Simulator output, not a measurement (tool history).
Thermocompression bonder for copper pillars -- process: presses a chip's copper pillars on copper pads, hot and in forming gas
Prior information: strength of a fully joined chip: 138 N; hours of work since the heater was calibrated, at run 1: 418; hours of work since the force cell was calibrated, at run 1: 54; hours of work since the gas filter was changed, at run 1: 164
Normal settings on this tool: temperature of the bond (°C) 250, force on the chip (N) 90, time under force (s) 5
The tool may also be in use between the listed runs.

| run | day | temperature of the bond (°C) | force on the chip (N) | time under force (s) | hours of work since the heater was calibrated | hours of work since the force cell was calibrated | hours of work since the gas filter was changed | force that shears a chip off (N) |
|---|---|---|---|---|---|---|---|---|
| 1 | 0 | 250 | 90 | 5 | 418 | 54 | 164 | 59.5 |
| 2 | 0.317 | 250 | 90 | 5 | 423 | 59 | 168 | 60.7 |
| 3 | 0.654 | 250 | 90 | 5 | 427 | 63 | 173 | 59.8 |
| 4 | 0.917 | 250 | 106 | 5 | 431 | 67 | 176 | 63 |
| 5 | 1.083 | 250 | 90 | 5 | 433 | 69 | 179 | 60.4 |
| 6 | 1.483 | 250 | 90 | 5 | 439 | 75 | 184 | 59.2 |
| 7 | 1.746 | 250 | 90 | 5 | 442 | 79 | 188 | 60.1 |
| 8 | 2.108 | 250 | 90 | 5 | 447 | 84 | 193 | 58.1 |
| 9 | 2.396 | 250 | 90 | 5 | 451 | 88 | 197 | 58.6 |
| 10 | 2.617 | 250 | 73 | 5 | 454 | 91 | 200 | 53.2 |
| 11 | 2.842 | 235 | 73 | 5 | 457 | 94 | 203 | 42.1 |
| 12 | 3.171 | 235 | 73 | 5 | 462 | 98 | 207 | 41.7 |
| 13 | 3.375 | 235 | 73 | 5 | 465 | 101 | 210 | 44 |
| 14 | 3.567 | 224 | 75 | 3 | 467 | 104 | 213 | 29.1 |
| 15 | 3.817 | 224 | 75 | 3 | 471 | 107 | 216 | 30.1 |

Run 16, settings as shown, results not yet in. Your forecast:
| 16 | 4.038 | 279 | 57 | 5 | 474 | 110 | 219 | ? |

Run 16 came out at force that shears a chip off (N) 65.6.
If the tool had no hidden condition, the same run with the same run-to-run variation would have returned force that shears a chip off (N) 76.6.
